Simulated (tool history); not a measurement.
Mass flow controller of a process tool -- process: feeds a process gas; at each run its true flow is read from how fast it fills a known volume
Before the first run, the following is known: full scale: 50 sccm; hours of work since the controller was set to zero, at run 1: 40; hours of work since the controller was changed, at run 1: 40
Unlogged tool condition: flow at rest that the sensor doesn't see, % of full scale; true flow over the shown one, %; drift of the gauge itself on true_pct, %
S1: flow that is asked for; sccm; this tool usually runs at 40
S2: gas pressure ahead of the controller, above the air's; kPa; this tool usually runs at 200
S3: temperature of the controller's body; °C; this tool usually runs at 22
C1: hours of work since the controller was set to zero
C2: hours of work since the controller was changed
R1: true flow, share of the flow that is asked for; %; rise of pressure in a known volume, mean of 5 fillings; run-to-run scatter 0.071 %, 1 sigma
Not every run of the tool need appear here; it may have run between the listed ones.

run	day	S1	S2	S3	C1	C2	R1
1	0.000	40	200	22	40	40	99.56
2	5.425	40	200	22	82	82	99.52
3	10.346	46	200	22	120	120	99.90
4	14.050	46	200	22	148	148	99.92
5	18.479	46	200	22	183	183	99.91
6	24.812	40	200	22	231	231	99.53
7	31.079	40	200	21	279	279	99.70
8	36.658	40	200	21	322	322	99.65
9	39.612	40	200	21	345	345	99.67
10	43.429	40	200	21	374	374	99.71
11	50.658	40	200	21	430	430	99.67
12	54.275	40	200	21	458	458	99.70
13	59.229	40	200	21	496	496	99.66
14	62.704	40	200	21	523	523	99.68
15	69.775	40	200	21	577	577	99.76
# day 70.338: controller's zero set anew
16	72.812	40	200	35	19	600	98.73
17	78.288	17	278	36	61	643	97.29
18	81.938	8	278	36	89	671	96.32
19	85.104	8	278	36	114	695	96.29
20	91.154	31	271	36	160	742	98.35
21	94.575	28	278	40	186	768	97.85
22	101.062	45	207	37	236	818	98.99
# day 103.896: controller's zero set anew, once more
23	108.050	19	146	24	32	871	98.27
24	113.325	46	202	29	73	912	99.58
25	119.296	46	202	29	118	958	99.72
26	122.888	46	202	29	146	986	99.85
27	126.712	40	148	20	176	1015	99.63
28	130.992	40	148	20	208	1048	99.89
29	135.762	40	159	25	245	1085	99.57

What if the next run were any one of these 3? Each begins from the tool's condition after run 29:
A	141.050	27	159	25	286	1125	?
B	141.050	12	151	39	286	1125	?
C	141.050	10	156	23	286	1125	?

run	R1
A	98.65
B	96.45
C	97.52
Stripped of hidden state, with their random variation kept, the same runs would have yielded:
run	R1
A	98.30
B	96.19
C	97.29
